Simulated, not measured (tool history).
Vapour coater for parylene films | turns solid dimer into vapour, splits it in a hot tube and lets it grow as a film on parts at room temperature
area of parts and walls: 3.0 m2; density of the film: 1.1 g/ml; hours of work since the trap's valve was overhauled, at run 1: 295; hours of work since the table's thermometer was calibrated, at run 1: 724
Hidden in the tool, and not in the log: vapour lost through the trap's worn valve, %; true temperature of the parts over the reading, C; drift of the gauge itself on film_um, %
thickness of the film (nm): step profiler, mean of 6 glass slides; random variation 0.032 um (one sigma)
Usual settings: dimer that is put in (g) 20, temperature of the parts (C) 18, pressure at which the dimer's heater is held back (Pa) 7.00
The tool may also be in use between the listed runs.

| run | hour | dimer that is put in (g) | temperature of the parts (C) | pressure at which the dimer's heater is held back (Pa) | hours of work since the trap's valve was overhauled | hours of work since the table's thermometer was calibrated | thickness of the film (nm) |
|---|---|---|---|---|---|---|---|
| 1 | 0.0 | 20 | 18 | 7.00 | 295 | 724 | 4390 |
| 2 | 71.2 | 20 | 18 | 7.00 | 341 | 770 | 4450 |
| 3 | 109.9 | 18 | 18 | 7.00 | 365 | 795 | 3960 |
| 4 | 155.2 | 18 | 18 | 7.00 | 394 | 823 | 3950 |
| 5 | 193.3 | 18 | 18 | 7.00 | 418 | 848 | 3920 |
| 6 | 238.6 | 18 | 18 | 7.00 | 447 | 877 | 3890 |
| 7 | 272.1 | 18 | 18 | 7.00 | 469 | 898 | 4030 |
|  | 313.9 | table's thermometer calibrated |
| 8 | 345.6 | 34 | 18 | 7.00 | 515 | 20 | 7460 |
| 9 | 418.1 | 34 | 18 | 7.00 | 561 | 66 | 7430 |
| 10 | 475.3 | 34 | 18 | 7.00 | 598 | 103 | 7520 |
|  | 525.6 | trap's valve overhauled |
| 11 | 533.0 | 34 | 18 | 7.00 | 5 | 137 | 7500 |
| 12 | 574.1 | 34 | 18 | 7.00 | 31 | 163 | 7480 |
| 13 | 628.6 | 34 | 18 | 7.00 | 66 | 198 | 7450 |
| 14 | 694.1 | 20 | 18 | 7.00 | 107 | 240 | 4410 |
| 15 | 747.2 | 20 | 18 | 9.80 | 141 | 274 | 4150 |
| 16 | 789.4 | 17 | 18 | 7.00 | 168 | 301 | 3810 |
| 17 | 841.5 | 17 | 18 | 7.00 | 202 | 334 | 3780 |
| 18 | 895.4 | 9 | 18 | 7.00 | 236 | 368 | 1950 |
| 19 | 942.8 | 9 | 18 | 7.00 | 266 | 399 | 2010 |
| 20 | 1012.5 | 27 | 18 | 7.00 | 311 | 443 | 5900 |
| 21 | 1074.3 | 27 | 18 | 7.00 | 350 | 483 | 5960 |
| 22 | 1133.8 | 27 | 18 | 7.00 | 388 | 521 | 5930 |
| 23 | 1176.0 | 27 | 18 | 7.00 | 415 | 547 | 5960 |
| 24 | 1227.7 | 14 | 18 | 3.91 | 448 | 580 | 3440 |
| 25 | 1299.9 | 27 | 16 | 5.97 | 494 | 627 | 6350 |
| 26 | 1350.4 | 10 | 24 | 3.80 | 526 | 659 | 2180 |
| 27 | 1421.2 | 12 | 18 | 7.00 | 571 | 704 | 2610 |
| 28 | 1462.9 | 12 | 18 | 7.00 | 598 | 731 | 2630 |
|  | 1512.4 | trap's valve overhauled |
| 29 | 1527.7 | 12 | 18 | 10.24 | 10 | 769 | 2460 |
| 30 | 1594.2 | 12 | 18 | 10.24 | 52 | 812 | 2470 |

The next listed run, before its measurement:
| 31 | 1663.9 | 21 | 21 | 9.33 | 97 | 856 | ? |

Run 31 gave thickness of the film (nm) 4140.
Without the tool's hidden state the same run would have given thickness of the film (nm) 4140.
